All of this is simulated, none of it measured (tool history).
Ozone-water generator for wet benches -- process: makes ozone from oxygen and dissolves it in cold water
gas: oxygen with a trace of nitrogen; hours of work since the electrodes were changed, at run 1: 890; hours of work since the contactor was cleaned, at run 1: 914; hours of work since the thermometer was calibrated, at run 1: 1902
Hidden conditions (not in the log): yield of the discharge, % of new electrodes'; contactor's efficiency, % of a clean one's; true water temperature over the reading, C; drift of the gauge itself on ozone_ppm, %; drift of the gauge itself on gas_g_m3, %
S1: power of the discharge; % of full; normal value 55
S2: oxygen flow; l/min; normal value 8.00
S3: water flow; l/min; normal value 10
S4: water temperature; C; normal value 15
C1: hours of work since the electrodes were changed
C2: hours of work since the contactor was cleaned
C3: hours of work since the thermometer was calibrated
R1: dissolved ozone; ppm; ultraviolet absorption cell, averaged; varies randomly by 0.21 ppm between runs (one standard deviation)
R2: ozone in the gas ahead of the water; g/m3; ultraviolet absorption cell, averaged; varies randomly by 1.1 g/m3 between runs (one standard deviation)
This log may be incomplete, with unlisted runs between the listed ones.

run 1 hour=0.0 | S1=55 S2=8.00 S3=10 S4=15 | C1=890 C2=914 C3=1902 | R1=29.6 R2=191.3
run 2 hour=15.1 | S1=55 S2=8.00 S3=10 S4=15 | C1=902 C2=925 C3=1913 | R1=29.8 R2=191.1
run 3 hour=30.8 | S1=55 S2=8.00 S3=10 S4=15 | C1=913 C2=937 C3=1925 | R1=29.8 R2=192.6
run 4 hour=55.0 | S1=55 S2=8.00 S3=10 S4=15 | C1=931 C2=955 C3=1943 | R1=29.6 R2=189.7
run 5 hour=82.0 | S1=55 S2=8.00 S3=10 S4=15 | C1=952 C2=975 C3=1963 | R1=29.3 R2=193.0
run 6 hour=101.6 | S1=55 S2=8.00 S3=10 S4=15 | C1=966 C2=989 C3=1977 | R1=29.4 R2=192.9
run 7 hour=125.8 | S1=55 S2=8.00 S3=12 S4=15 | C1=984 C2=1007 C3=1996 | R1=25.8 R2=190.4
run 8 hour=145.5 | S1=55 S2=8.00 S3=8 S4=15 | C1=999 C2=1022 C3=2010 | R1=34.1 R2=192.5
run 9 hour=165.9 | S1=55 S2=8.00 S3=8 S4=15 | C1=1014 C2=1037 C3=2025 | R1=34.3 R2=192.4
-- hour=168.8 water thermometer calibrated
run 10 hour=197.5 | S1=55 S2=12.98 S3=10 S4=15 | C1=1037 C2=1060 C3=21 | R1=25.3 R2=147.1
run 11 hour=213.3 | S1=55 S2=8.00 S3=10 S4=8 | C1=1049 C2=1072 C3=33 | R1=34.3 R2=191.3
run 12 hour=245.0 | S1=55 S2=8.00 S3=10 S4=8 | C1=1073 C2=1096 C3=57 | R1=34.2 R2=191.5
run 13 hour=264.6 | S1=55 S2=4.42 S3=10 S4=15 | C1=1087 C2=1110 C3=71 | R1=32.8 R2=269.5
run 14 hour=285.3 | S1=55 S2=8.00 S3=15 S4=15 | C1=1103 C2=1126 C3=87 | R1=21.3 R2=192.0
run 15 hour=312.9 | S1=55 S2=8.00 S3=15 S4=15 | C1=1123 C2=1146 C3=107 | R1=21.3 R2=191.4
-- hour=334.9 water thermometer calibrated, once more
run 16 hour=341.6 | S1=63 S2=8.41 S3=15 S4=15 | C1=1144 C2=1167 C3=5 | R1=23.8 R2=208.7
run 17 hour=356.7 | S1=76 S2=9.33 S3=8 S4=15 | C1=1156 C2=1179 C3=16 | R1=42.5 R2=233.0
run 18 hour=388.8 | S1=76 S2=9.33 S3=8 S4=15 | C1=1179 C2=1203 C3=40 | R1=42.9 R2=231.3
run 19 hour=411.2 | S1=76 S2=9.33 S3=8 S4=15 | C1=1196 C2=1219 C3=57 | R1=43.4 R2=230.0
run 20 hour=432.0 | S1=48 S2=8.00 S3=12 S4=8 | C1=1212 C2=1235 C3=72 | R1=26.3 R2=170.0
run 21 hour=461.6 | S1=63 S2=8.00 S3=6 S4=8 | C1=1234 C2=1257 C3=94 | R1=53.9 R2=213.8
run 22 hour=481.8 | S1=55 S2=7.46 S3=10 S4=15 | C1=1249 C2=1272 C3=109 | R1=30.1 R2=199.8
run 23 hour=498.3 | S1=55 S2=7.46 S3=10 S4=15 | C1=1261 C2=1284 C3=122 | R1=30.1 R2=199.4
run 24 hour=525.3 | S1=55 S2=12.58 S3=14 S4=15 | C1=1281 C2=1304 C3=142 | R1=20.6 R2=148.3
run 25 hour=556.3 | S1=54 S2=6.26 S3=7 S4=16 | C1=1304 C2=1327 C3=165 | R1=37.7 R2=213.7
run 26 hour=583.9 | S1=54 S2=4.29 S3=7 S4=16 | C1=1325 C2=1348 C3=186 | R1=42.3 R2=268.7
run 27 hour=611.8 | S1=54 S2=4.29 S3=7 S4=16 | C1=1346 C2=1369 C3=206 | R1=41.8 R2=268.3
run 28 hour=628.1 | S1=45 S2=9.22 S3=10 S4=9 | C1=1358 C2=1381 C3=219 | R1=27.5 R2=147.3
run 29 hour=656.2 | S1=55 S2=8.00 S3=6 S4=15 | C1=1379 C2=1402 C3=239 | R1=40.1 R2=191.8

Below, some changes in R1 between adjacent runs. For each, the amount present without the hidden state too (settings, incoming material, random variation) and the amount remaining for the hidden state with gauge scatter not shared by both compared results:
Run 16 -> 17: S1 63 -> 76, S2 8.41 -> 9.33, S3 15 -> 8. R1 +18.7 ppm: hidden state -0.7, all else +19.4.
Run 20 -> 21: S1 48 -> 63, S3 12 -> 6. R1 +27.6 ppm: hidden state -0.9, all else +28.5.
Run 21 -> 22: S1 63 -> 55, S2 8.00 -> 7.46, S3 6 -> 10, S4 8 -> 15. R1 -23.8 ppm: hidden state +0.7, all else -24.5.
